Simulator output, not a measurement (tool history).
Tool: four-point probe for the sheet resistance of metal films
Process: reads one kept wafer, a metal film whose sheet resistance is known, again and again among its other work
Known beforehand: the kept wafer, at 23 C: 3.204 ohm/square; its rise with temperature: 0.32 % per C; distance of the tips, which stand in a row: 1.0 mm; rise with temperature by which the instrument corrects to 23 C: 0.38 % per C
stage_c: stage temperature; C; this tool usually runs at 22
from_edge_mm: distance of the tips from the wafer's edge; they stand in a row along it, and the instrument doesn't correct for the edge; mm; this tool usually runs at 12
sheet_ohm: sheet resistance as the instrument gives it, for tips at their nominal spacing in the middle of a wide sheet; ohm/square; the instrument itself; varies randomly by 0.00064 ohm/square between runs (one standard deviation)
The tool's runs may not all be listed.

run 1 hour=0 | stage_c=22 from_edge_mm=12 | sheet_ohm=3.234826
run 2 hour=26.9 | stage_c=22 from_edge_mm=12 | sheet_ohm=3.235604
run 3 hour=50 | stage_c=22 from_edge_mm=12 | sheet_ohm=3.236488
run 4 hour=79 | stage_c=22 from_edge_mm=12 | sheet_ohm=3.237743
run 5 hour=94.6 | stage_c=22 from_edge_mm=12 | sheet_ohm=3.236394
run 6 hour=116 | stage_c=22 from_edge_mm=12 | sheet_ohm=3.237045
run 7 hour=140.2 | stage_c=33 from_edge_mm=4 | sheet_ohm=3.310998
run 8 hour=163 | stage_c=34 from_edge_mm=14 | sheet_ohm=3.214538
run 9 hour=186.9 | stage_c=25 from_edge_mm=14 | sheet_ohm=3.229285
run 10 hour=208.8 | stage_c=19 from_edge_mm=24 | sheet_ohm=3.234589
run 11 hour=224.6 | stage_c=32 from_edge_mm=53 | sheet_ohm=3.208057

Run 12 has not been measured yet. What should we expect?
run 12 hour=250.2 | stage_c=35 from_edge_mm=14 | sheet_ohm=?

Run 12 produced sheet_ohm 3.212295 ohm/square.
With the hidden condition absent and the run-to-run variation left alone, this run would have shown sheet_ohm 3.191782 ohm/square.
